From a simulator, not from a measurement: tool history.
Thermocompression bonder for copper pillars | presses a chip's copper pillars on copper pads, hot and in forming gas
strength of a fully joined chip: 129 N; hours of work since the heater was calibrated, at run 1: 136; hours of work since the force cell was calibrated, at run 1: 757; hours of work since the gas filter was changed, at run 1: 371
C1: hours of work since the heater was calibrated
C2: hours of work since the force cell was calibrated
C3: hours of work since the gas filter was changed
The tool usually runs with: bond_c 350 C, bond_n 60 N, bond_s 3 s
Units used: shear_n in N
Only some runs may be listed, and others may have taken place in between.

Run 1, day 0: usual settings; C1 136; C2 757; C3 371. Result: shear_n 48.8 N.
Run 2, day 0.375: usual settings but bond_c 334 C; C1 141; C2 762; C3 376. Result: shear_n 41.7 N.
At day 0.6: force cell calibrated.
Run 3, day 0.829: usual settings but bond_c 346 C; C1 147; C2 3; C3 382. Result: shear_n 49.9 N.
At day 0.888: forming gas filter changed.
Run 4, day 1.112: usual settings but bond_c 346 C; C1 151; C2 7; C3 3. Result: shear_n 51 N.
Run 5, day 1.521: usual settings but bond_c 346 C; C1 156; C2 13; C3 9. Result: shear_n 50.9 N.
Run 6, day 1.975: usual settings but bond_c 346 C; C1 163; C2 19; C3 15. Result: shear_n 50.4 N.
Run 7, day 2.421: usual settings but bond_c 346 C; C1 169; C2 25; C3 22. Result: shear_n 51.7 N.
Run 8, day 2.658: usual settings but bond_c 346 C; C1 172; C2 29; C3 25. Result: shear_n 51.4 N.
Run 9, day 3.004: usual settings but bond_c 346 C; C1 177; C2 34; C3 30. Result: shear_n 50.6 N.
Run 10, day 3.458: usual settings but bond_s 2 s; C1 184; C2 40; C3 36. Result: shear_n 46.2 N.
Run 11, day 3.829: usual settings but bond_s 2 s; C1 189; C2 45; C3 42. Result: shear_n 45.1 N.
Run 12, day 4.196: usual settings; C1 194; C2 51; C3 47. Result: shear_n 52.2 N.
Run 13, day 4.579: usual settings; C1 200; C2 56; C3 52. Result: shear_n 51.9 N.
Run 14, day 4.912: usual settings; C1 204; C2 61; C3 57. Result: shear_n 52.5 N.
Run 15, day 5.312: usual settings; C1 210; C2 66; C3 63. Result: shear_n 53.4 N.
Run 16, day 5.671: usual settings; C1 215; C2 71; C3 68. Result: shear_n 53 N.
Run 17, day 5.975: usual settings; C1 219; C2 76; C3 72. Result: shear_n 53.3 N.
Run 18, day 6.333: usual settings; C1 224; C2 81; C3 77. Result: shear_n 52.7 N.
Run 19, day 6.804: usual settings; C1 231; C2 87; C3 84. Result: shear_n 52.7 N.
Run 20, day 7.2: usual settings; C1 237; C2 93; C3 89. Result: shear_n 52.2 N.
Run 21, day 7.688: usual settings; C1 244; C2 100; C3 96. Result: shear_n 52.3 N.
Run 22, day 8.083: usual settings but bond_c 353 C; C1 249; C2 106; C3 102. Result: shear_n 53.6 N.
Run 23, day 8.571: usual settings but bond_c 353 C; C1 256; C2 113; C3 109. Result: shear_n 52.5 N.
Run 24, day 8.967: usual settings but bond_c 353 C; C1 262; C2 118; C3 114. Result: shear_n 53.9 N.
Run 25, day 9.225: usual settings but bond_c 351 C, bond_n 84 N, bond_s 2 s; C1 265; C2 122; C3 118. Result: shear_n 55.6 N.
Run 26, day 9.467: usual settings but bond_c 351 C, bond_n 84 N, bond_s 2 s; C1 269; C2 125; C3 121. Result: shear_n 55.8 N.
Run 27, day 9.875: usual settings but bond_c 367 C, bond_n 47 N, bond_s 7 s; C1 275; C2 131; C3 127. Result: shear_n 71.7 N.
Run 28, day 10.104: usual settings but bond_c 341 C, bond_n 55 N, bond_s 7 s; C1 278; C2 134; C3 130. Result: shear_n 60.9 N.
Run 29, day 10.517: usual settings; C1 284; C2 140; C3 136. Result: shear_n 51.6 N.
Run 30, day 10.946: usual settings but bond_c 331 C; C1 290; C2 146; C3 142. Result: shear_n 40.8 N.
Run 31, day 11.317: usual settings but bond_c 356 C, bond_n 36 N, bond_s 5 s; C1 295; C2 151; C3 148. Result: shear_n 50.3 N.
Run 32, day 11.646: usual settings but bond_c 356 C, bond_n 36 N, bond_s 5 s; C1 300; C2 156; C3 152. Result: shear_n 48.9 N.
Run 33, day 11.883: usual settings but bond_n 66 N, bond_s 4 s; C1 303; C2 159; C3 156. Result: shear_n 60.1 N.
Run 34, day 12.233: usual settings but bond_n 66 N, bond_s 4 s; C1 308; C2 164; C3 161. Result: shear_n 61.2 N.
Run 35, day 12.712: usual settings but bond_n 66 N, bond_s 4 s; C1 315; C2 171; C3 167. Result: shear_n 61.5 N.
Run 36, day 12.962: usual settings but bond_c 374 C; C1 318; C2 175; C3 171. Result: shear_n 66.2 N.
Run 37, day 13.408: usual settings but bond_n 64 N, bond_s 2 s; C1 325; C2 181; C3 177. Result: shear_n 46.1 N.
Run 38, day 13.838: usual settings but bond_c 349 C; C1 331; C2 187; C3 183. Result: shear_n 51.2 N.
Run 39, day 14.221: usual settings but bond_c 356 C, bond_n 64 N; C1 336; C2 192; C3 189. Result: shear_n 56.8 N.
Run 40, day 14.742: usual settings but bond_c 360 C, bond_n 64 N; C1 343; C2 200; C3 196. Result: shear_n 58.3 N.

Forecast each of these 3 alternatives for the next run:
Run A, day 15.279: usual settings but bond_c 380 C, bond_n 40 N, bond_s 7 s; C1 351; C2 207; C3 204. Result: shear_n ?.
Run B, day 15.279: usual settings but bond_c 375 C, bond_s 8 s; C1 351; C2 207; C3 204. Result: shear_n ?.
Run C, day 15.279: usual settings but bond_c 379 C, bond_n 47 N; C1 351; C2 207; C3 204. Result: shear_n ?.

run  shear_n
  A     72.3
  B     89.4
  C     61.2
Take away the tool's hidden state, keep each run's random variation, and the runs would have read:
run  shear_n
  A     75.8
  B     93.1
  C     64.3
